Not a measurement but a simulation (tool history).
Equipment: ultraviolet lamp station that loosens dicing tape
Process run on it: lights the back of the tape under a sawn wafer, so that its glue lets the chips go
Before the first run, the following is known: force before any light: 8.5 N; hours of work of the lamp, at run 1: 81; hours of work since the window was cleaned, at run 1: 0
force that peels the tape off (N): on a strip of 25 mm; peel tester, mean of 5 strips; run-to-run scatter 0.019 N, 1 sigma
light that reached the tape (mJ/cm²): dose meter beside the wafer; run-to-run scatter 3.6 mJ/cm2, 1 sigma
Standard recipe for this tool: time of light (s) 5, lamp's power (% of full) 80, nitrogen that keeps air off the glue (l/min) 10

run,hour,time of light (s),lamp's power (% of full),nitrogen that keeps air off the glue (l/min),hours of work of the lamp,hours of work since the window was cleaned,force that peels the tape off (N),light that reached the tape (mJ/cm²)
1,0.0,5,80,10,81,0,0.986,590
2,88.8,5,80,10,134,53,1.042,572
3,140.7,5,80,10,165,84,1.046,569
4,187.3,5,80,10,192,111,1.067,555
5,262.3,5,80,6,237,156,1.596,541
6,307.8,5,80,6,264,183,1.602,538
7,357.4,5,89,6,294,213,1.411,597
8,418.8,5,89,6,330,249,1.476,583
9,502.8,5,89,6,380,299,1.466,567
10,565.9,5,80,10,418,337,1.273,507
11,640.1,5,80,10,462,381,1.318,495
12,720.3,5,80,10,509,429,1.414,491
13,792.9,5,80,10,553,472,1.403,466
14,836.1,5,80,10,578,498,1.453,470
15,882.4,5,80,10,606,525,1.418,464
16,947.6,5,87,10,645,564,1.334,494
17,1021.8,2,87,10,689,608,4.067,194
# hour 1084.2: window cleaned of glue's vapour
18,1089.9,2,87,10,729,3,3.596,213
19,1167.1,5,97,10,775,49,0.956,589
20,1226.7,5,80,10,811,85,1.392,475
21,1319.0,5,80,6,865,140,2.096,464
22,1396.6,5,80,6,912,186,2.081,458
23,1470.1,3,99,5,955,230,3.435,331
# hour 1479.2: lamp changed
24,1560.3,2,88,8,48,283,3.629,238
25,1604.5,6,88,8,75,309,0.807,707
26,1661.8,5,80,4,109,343,2.224,525
27,1717.3,8,80,10,142,376,0.473,832
28,1810.5,3,80,10,197,432,2.654,308
29,1898.5,6,68,10,250,484,1.278,503
30,1956.3,2,68,7,284,518,4.837,163
31,2024.5,5,93,9,325,559,1.144,555
32,2087.9,5,80,3,362,597,2.726,474
33,2156.9,5,71,8,403,638,2.077,406
# hour 2170.6: window cleaned of glue's vapour
34,2197.9,2,60,8,427,16,4.822,159
35,2259.8,10,73,8,464,53,0.433,939
36,2332.1,10,73,8,507,96,0.452,925
37,2415.2,8,69,4,557,146,1.497,684
38,2489.5,8,69,4,601,190,1.571,675
39,2531.2,8,69,4,626,215,1.570,663
40,2576.0,3,85,18,652,241,2.066,303
41,2647.8,3,85,18,695,284,2.056,297
42,2718.1,5,90,8,737,326,1.450,514
43,2793.1,5,90,8,782,370,1.532,501

How would selected steps in force that peels the tape off (N) from run to run divide? Give the signed amount a tool lacking its hidden state would still show from settings, what came in and random variation, and the signed amount left for the hidden state, including any gauge scatter that is not in both of the compared results.
Hidden state at play: lamp's light, % of a new lamp's; light that the window lets through, % of a clean one's; drift of the gauge itself on peel_n, %; drift of the gauge itself on dose_mj_cm2, %.
Run 16 -> 17: time of light (s) 5 -> 2. force that peels the tape off (N) +2.733: hidden state +0.363, all else +2.370.
Run 23 -> 24: time of light (s) 3 -> 2, lamp's power (% of full) 99 -> 88, nitrogen that keeps air off the glue (l/min) 5 -> 8, lamp changed. force that peels the tape off (N) +0.194: hidden state -0.642, all else +0.836.
Run 27 -> 28: time of light (s) 8 -> 3. force that peels the tape off (N) +2.181: hidden state +0.360, all else +1.821.
Run 29 -> 30: time of light (s) 6 -> 2, nitrogen that keeps air off the glue (l/min) 10 -> 7. force that peels the tape off (N) +3.559: hidden state +0.182, all else +3.377.
Run 30 -> 31: time of light (s) 2 -> 5, lamp's power (% of full) 68 -> 93, nitrogen that keeps air off the glue (l/min) 7 -> 9. force that peels the tape off (N) -3.693: hidden state -0.155, all else -3.538.
Run 34 -> 35: time of light (s) 2 -> 10, lamp's power (% of full) 60 -> 73. force that peels the tape off (N) -4.389: hidden state -0.237, all else -4.152.
